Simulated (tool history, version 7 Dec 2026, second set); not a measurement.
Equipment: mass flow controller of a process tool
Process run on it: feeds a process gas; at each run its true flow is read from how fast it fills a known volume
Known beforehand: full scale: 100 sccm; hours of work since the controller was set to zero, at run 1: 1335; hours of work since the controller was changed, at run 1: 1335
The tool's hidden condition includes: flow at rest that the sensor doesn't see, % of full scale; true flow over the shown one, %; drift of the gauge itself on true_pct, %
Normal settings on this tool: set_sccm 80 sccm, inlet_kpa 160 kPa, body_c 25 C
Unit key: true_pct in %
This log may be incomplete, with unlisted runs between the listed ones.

run,hour,set_sccm,inlet_kpa,body_c,hours of work since the controller was set to zero,hours of work since the controller was changed,true_pct
1,0.0,80,160,25,1335,1335,99.65
2,156.7,80,160,25,1399,1399,99.47
3,279.0,80,160,25,1449,1449,99.55
4,479.9,52,160,25,1531,1531,99.25
5,660.9,52,160,25,1605,1605,99.27
6,838.2,52,160,29,1678,1678,99.36
7,927.8,52,160,29,1715,1715,99.21
8,1016.8,52,160,29,1751,1751,99.33
9,1230.0,80,160,25,1839,1839,99.18
10,1316.1,80,160,25,1874,1874,99.12
11,1493.3,55,160,25,1947,1947,98.94
12,1679.9,80,160,25,2023,2023,99.09
13,1875.5,80,160,25,2103,2103,98.96
14,2054.7,80,160,25,2177,2177,98.95
15,2206.5,80,160,30,2239,2239,99.09
16,2313.3,80,160,30,2283,2283,99.05
17,2417.6,80,160,30,2325,2325,99.03
18,2600.7,80,160,30,2400,2400,98.89
19,2782.3,80,205,25,2475,2475,98.91
20,2924.3,80,205,25,2533,2533,98.93
21,3124.8,80,216,25,2615,2615,98.88
22,3235.5,33,160,25,2661,2661,98.14
23,3344.0,33,160,25,2705,2705,98.07
24,3536.7,33,160,25,2784,2784,98.22
25,3699.7,21,160,25,2851,2851,97.81
26,3833.6,14,267,20,2906,2906,98.09
27,3968.0,80,160,28,2961,2961,98.51
28,4156.0,23,164,29,3038,3038,98.05
29,4330.3,31,160,34,3109,3109,98.20
30,4529.3,31,160,34,3191,3191,98.12
31,4630.5,21,267,26,3232,3232,98.17
32,4776.7,21,267,26,3292,3292,98.17
33,4889.7,21,267,26,3338,3338,98.03
34,5086.5,21,267,26,3419,3419,97.96
# hour 5212.2: gauge calibrated
35,5282.6,22,192,23,3500,3500,99.33
36,5451.0,53,210,21,3569,3569,99.32
37,5544.9,53,210,21,3607,3607,99.33
38,5684.7,20,160,25,3664,3664,98.98
39,5779.6,49,170,25,3703,3703,99.28
40,5918.4,49,170,25,3760,3760,99.21
41,6119.9,49,170,25,3843,3843,99.13
42,6231.6,12,208,25,3888,3888,99.02
43,6424.8,12,195,29,3968,3968,99.08
44,6581.4,20,160,25,4032,4032,98.63
45,6712.2,28,160,32,4085,4085,98.98
46,6880.4,28,160,32,4154,4154,99.00
47,7079.5,25,142,32,4236,4236,98.93

Describe how what the log doesn't record of the tool's condition differs between the last listed run preceding each entry between runs and the first listed run following it.
After run 34, before run 35: gauge calibrated (hour 5212.2)
  drift of the gauge itself on true_pct, %: -1.7 -> -0.02
  measured result minus the result with no hidden state, true_pct: -1.69 -> -0.02 %

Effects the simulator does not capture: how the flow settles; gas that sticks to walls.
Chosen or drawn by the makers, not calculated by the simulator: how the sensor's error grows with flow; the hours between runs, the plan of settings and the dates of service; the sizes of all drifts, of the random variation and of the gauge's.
